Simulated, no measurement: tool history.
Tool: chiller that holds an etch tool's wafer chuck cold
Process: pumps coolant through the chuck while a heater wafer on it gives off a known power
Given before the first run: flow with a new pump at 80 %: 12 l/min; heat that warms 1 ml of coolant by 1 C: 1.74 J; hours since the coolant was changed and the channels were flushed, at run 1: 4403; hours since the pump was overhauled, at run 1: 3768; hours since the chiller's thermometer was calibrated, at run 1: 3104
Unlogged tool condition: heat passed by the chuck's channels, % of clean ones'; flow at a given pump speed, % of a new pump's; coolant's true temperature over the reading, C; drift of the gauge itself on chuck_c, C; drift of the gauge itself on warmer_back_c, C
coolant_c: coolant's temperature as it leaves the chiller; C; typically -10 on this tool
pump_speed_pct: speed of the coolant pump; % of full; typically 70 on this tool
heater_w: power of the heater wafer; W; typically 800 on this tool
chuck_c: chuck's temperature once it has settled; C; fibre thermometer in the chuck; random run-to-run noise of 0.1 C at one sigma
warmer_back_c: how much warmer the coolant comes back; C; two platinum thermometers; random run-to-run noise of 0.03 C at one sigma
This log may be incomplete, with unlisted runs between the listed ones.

run,day,coolant_c,pump_speed_pct,heater_w,hours since the coolant was changed and the channels were flushed,hours since the pump was overhauled,hours since the chiller's thermometer was calibrated,chuck_c,warmer_back_c
1,0.000,-10,70,800,4403,3768,3104,-4.7,2.62
2,4.446,-10,70,800,4509,3875,3210,-4.5,2.57
3,9.050,-10,70,800,4620,3986,3321,-4.5,2.50
4,11.721,-10,96,800,4684,4050,3385,-5.4,1.84
5,15.229,-10,70,800,4768,4134,3469,-4.6,2.59
6,20.033,-10,70,452,4883,4249,3584,-7.0,1.42
7,22.454,-10,70,452,4942,4307,3643,-6.9,1.43
8,26.821,-10,70,800,5046,4412,3747,-4.5,2.48
9,29.525,-10,70,800,5111,4477,3812,-4.6,2.42
10,32.288,-10,70,800,5177,4543,3879,-4.6,2.52
11,36.079,-10,90,608,5269,4634,3970,-6.4,1.36
12,39.338,-13,77,518,5347,4712,4048,-9.6,1.31
13,43.217,-13,77,518,5440,4806,4141,-9.6,1.32
14,46.571,-13,77,518,5520,4886,4221,-9.7,1.32
15,50.783,-1,67,800,5621,4987,4322,4.7,2.46
16,53.775,-10,70,565,5693,5059,4394,-6.3,1.55
# day 54.042: chiller's thermometer calibrated
17,57.438,-10,70,565,5780,5146,82,-6.1,1.57
18,59.746,-10,70,565,5835,5201,137,-6.1,1.49
19,64.250,-10,70,565,5944,5309,245,-6.2,1.45

Consider 3 possible next runs. They are alternatives, not a sequence: every one starts from the tool as it was left by run 19. What does each give?
A,67.467,-6,77,579,6021,5387,322,?,?
B,67.467,-8,79,440,6021,5387,322,?,?
C,67.467,-9,88,929,6021,5387,322,?,?

run,chuck_c,warmer_back_c
A,-2.3,1.37
B,-5.0,0.90
C,-3.4,2.08
Stripped of hidden state, with their random variation kept, the same runs would have yielded:
run,chuck_c,warmer_back_c
A,-2.3,1.72
B,-5.0,1.24
C,-3.5,2.42
